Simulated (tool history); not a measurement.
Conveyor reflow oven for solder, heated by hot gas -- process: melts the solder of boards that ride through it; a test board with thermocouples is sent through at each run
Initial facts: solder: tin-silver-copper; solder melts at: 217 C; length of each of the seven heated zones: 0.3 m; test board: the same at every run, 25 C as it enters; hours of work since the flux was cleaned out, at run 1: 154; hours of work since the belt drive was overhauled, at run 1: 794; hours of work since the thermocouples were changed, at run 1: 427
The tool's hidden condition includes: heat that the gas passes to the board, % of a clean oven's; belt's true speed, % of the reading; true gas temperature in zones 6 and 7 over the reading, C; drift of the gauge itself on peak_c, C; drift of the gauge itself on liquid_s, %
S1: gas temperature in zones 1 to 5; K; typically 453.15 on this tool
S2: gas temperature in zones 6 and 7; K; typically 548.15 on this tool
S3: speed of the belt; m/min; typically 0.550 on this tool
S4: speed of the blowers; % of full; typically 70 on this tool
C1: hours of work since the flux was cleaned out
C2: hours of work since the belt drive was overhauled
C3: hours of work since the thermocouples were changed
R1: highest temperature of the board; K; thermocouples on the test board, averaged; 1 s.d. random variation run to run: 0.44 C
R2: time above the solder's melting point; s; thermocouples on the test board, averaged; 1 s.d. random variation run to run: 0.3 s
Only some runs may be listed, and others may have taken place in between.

Run 1, hour 0.0: usual settings; C1 154; C2 794; C3 427. Result: R1 527.65 K, R2 52.2 s.
Run 2, hour 40.2: usual settings but S3 0.460 m/min; C1 175; C2 814; C3 447. Result: R1 533.45 K, R2 66.3 s.
Run 3, hour 84.9: usual settings but S3 0.460 m/min; C1 197; C2 837; C3 470. Result: R1 533.05 K, R2 66.5 s.
Run 4, hour 143.6: usual settings but S3 0.460 m/min; C1 227; C2 866; C3 499. Result: R1 532.65 K, R2 66.5 s.
Run 5, hour 211.7: usual settings; C1 261; C2 901; C3 534. Result: R1 526.55 K, R2 51.4 s.
At hour 258.3: thermocouples of zones 6 and 7 changed.
Run 6, hour 261.7: usual settings; C1 285; C2 925; C3 2. Result: R1 528.45 K, R2 52.2 s.
Run 7, hour 308.2: usual settings; C1 309; C2 948; C3 25. Result: R1 529.05 K, R2 52.1 s.
Run 8, hour 345.2: usual settings but S1 456.15 K; C1 327; C2 967; C3 44. Result: R1 528.75 K, R2 53.3 s.
Run 9, hour 401.9: usual settings but S3 0.459 m/min; C1 356; C2 996; C3 72. Result: R1 533.95 K, R2 67.1 s.
At hour 434.1: flux residue cleaned out of gas plates and filters.
Run 10, hour 463.6: usual settings but S1 441.15 K, S2 538.15 K, S3 0.509 m/min, S4 58 % of full; C1 15; C2 1024; C3 101. Result: R1 519.15 K, R2 46.6 s.
Run 11, hour 527.0: usual settings but S1 441.15 K, S2 538.15 K, S3 0.509 m/min, S4 58 % of full; C1 47; C2 1056; C3 133. Result: R1 519.45 K, R2 45.7 s.
Run 12, hour 597.0: usual settings but S1 441.15 K, S2 538.15 K, S3 0.509 m/min, S4 58 % of full; C1 82; C2 1091; C3 168. Result: R1 519.15 K, R2 46.1 s.
Run 13, hour 647.7: usual settings but S1 446.15 K, S2 543.15 K; C1 108; C2 1117; C3 194. Result: R1 523.35 K, R2 47.8 s.

Run 14 has not been measured yet. What should we expect?
Run 14, hour 698.2: usual settings but S2 563.15 K; C1 133; C2 1142; C3 219. Result: R1 ?, R2 ?.

For run 14 the tool returned R1 541.15 K, R2 59.1 s.
Take away the tool's hidden state, keep the run-to-run variation as it was, and the same run would have given R1 541.85 K, R2 58.7 s.

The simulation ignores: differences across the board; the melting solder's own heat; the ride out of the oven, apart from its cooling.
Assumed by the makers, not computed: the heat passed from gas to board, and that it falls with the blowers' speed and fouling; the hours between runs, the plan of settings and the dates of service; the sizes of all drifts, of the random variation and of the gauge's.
